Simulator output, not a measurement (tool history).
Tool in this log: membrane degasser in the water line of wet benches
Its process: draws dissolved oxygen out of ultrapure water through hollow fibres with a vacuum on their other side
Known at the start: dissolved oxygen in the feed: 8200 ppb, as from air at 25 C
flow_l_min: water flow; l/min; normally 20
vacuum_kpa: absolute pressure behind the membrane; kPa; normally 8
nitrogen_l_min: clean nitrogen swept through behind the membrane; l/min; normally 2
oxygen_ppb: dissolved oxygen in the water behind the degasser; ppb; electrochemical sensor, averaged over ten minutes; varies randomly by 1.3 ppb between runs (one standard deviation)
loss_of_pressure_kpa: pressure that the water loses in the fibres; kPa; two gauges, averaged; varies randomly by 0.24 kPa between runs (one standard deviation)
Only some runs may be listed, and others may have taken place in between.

run 1 day=0 | flow_l_min=20 vacuum_kpa=8 nitrogen_l_min=2 | oxygen_ppb=126 loss_of_pressure_kpa=61.94
run 2 day=1.771 | flow_l_min=20 vacuum_kpa=8 nitrogen_l_min=2 | oxygen_ppb=127.4 loss_of_pressure_kpa=61.79
run 3 day=3.567 | flow_l_min=20 vacuum_kpa=8 nitrogen_l_min=2 | oxygen_ppb=127 loss_of_pressure_kpa=62.28
run 4 day=4.808 | flow_l_min=20 vacuum_kpa=8 nitrogen_l_min=2 | oxygen_ppb=127.8 loss_of_pressure_kpa=62.45
run 5 day=6.2 | flow_l_min=20 vacuum_kpa=8 nitrogen_l_min=2 | oxygen_ppb=128.4 loss_of_pressure_kpa=61.84
run 6 day=8.696 | flow_l_min=20 vacuum_kpa=8 nitrogen_l_min=2 | oxygen_ppb=125.8 loss_of_pressure_kpa=62.16
run 7 day=10.171 | flow_l_min=20 vacuum_kpa=8 nitrogen_l_min=2 | oxygen_ppb=127.9 loss_of_pressure_kpa=62.59
run 8 day=11.5 | flow_l_min=20 vacuum_kpa=8 nitrogen_l_min=2 | oxygen_ppb=128.9 loss_of_pressure_kpa=62.17
run 9 day=13.738 | flow_l_min=20 vacuum_kpa=8 nitrogen_l_min=2 | oxygen_ppb=129.3 loss_of_pressure_kpa=62.26
run 10 day=16.429 | flow_l_min=20 vacuum_kpa=8 nitrogen_l_min=1.81 | oxygen_ppb=138.7 loss_of_pressure_kpa=62.48
run 11 day=18.658 | flow_l_min=20 vacuum_kpa=8 nitrogen_l_min=1.81 | oxygen_ppb=135.8 loss_of_pressure_kpa=62.53
run 12 day=20.971 | flow_l_min=20 vacuum_kpa=8 nitrogen_l_min=1 | oxygen_ppb=227.1 loss_of_pressure_kpa=62.67
run 13 day=23.262 | flow_l_min=20 vacuum_kpa=8 nitrogen_l_min=1.19 | oxygen_ppb=196.1 loss_of_pressure_kpa=62.12
run 14 day=25.362 | flow_l_min=23 vacuum_kpa=5.39 nitrogen_l_min=1.49 | oxygen_ppb=103.7 loss_of_pressure_kpa=71.58
run 15 day=27.267 | flow_l_min=23 vacuum_kpa=5.39 nitrogen_l_min=1.49 | oxygen_ppb=106.3 loss_of_pressure_kpa=71.39
run 16 day=29.533 | flow_l_min=17 vacuum_kpa=8 nitrogen_l_min=0.8 | oxygen_ppb=230.4 loss_of_pressure_kpa=52.66
run 17 day=31.846 | flow_l_min=15 vacuum_kpa=8 nitrogen_l_min=0.8 | oxygen_ppb=203.8 loss_of_pressure_kpa=46.65
run 18 day=34.504 | flow_l_min=15 vacuum_kpa=8 nitrogen_l_min=0.8 | oxygen_ppb=207.1 loss_of_pressure_kpa=46.55
run 19 day=37.238 | flow_l_min=15 vacuum_kpa=8 nitrogen_l_min=0.8 | oxygen_ppb=200.9 loss_of_pressure_kpa=46.93
run 20 day=39.5 | flow_l_min=16 vacuum_kpa=15.85 nitrogen_l_min=4.36 | oxygen_ppb=119.3 loss_of_pressure_kpa=50.33
run 21 day=41.642 | flow_l_min=16 vacuum_kpa=15.85 nitrogen_l_min=4.36 | oxygen_ppb=116.2 loss_of_pressure_kpa=50.47

Run 22, settings as shown, results not yet in. Your forecast:
run 22 day=44.483 | flow_l_min=13 vacuum_kpa=6.78 nitrogen_l_min=2 | oxygen_ppb=? loss_of_pressure_kpa=?

Run 22 gave oxygen_ppb 58 ppb, loss_of_pressure_kpa 40.66 kPa.
With the hidden condition absent and the run-to-run variation left alone, this run would have shown oxygen_ppb 56.7 ppb, loss_of_pressure_kpa 40.05 kPa.
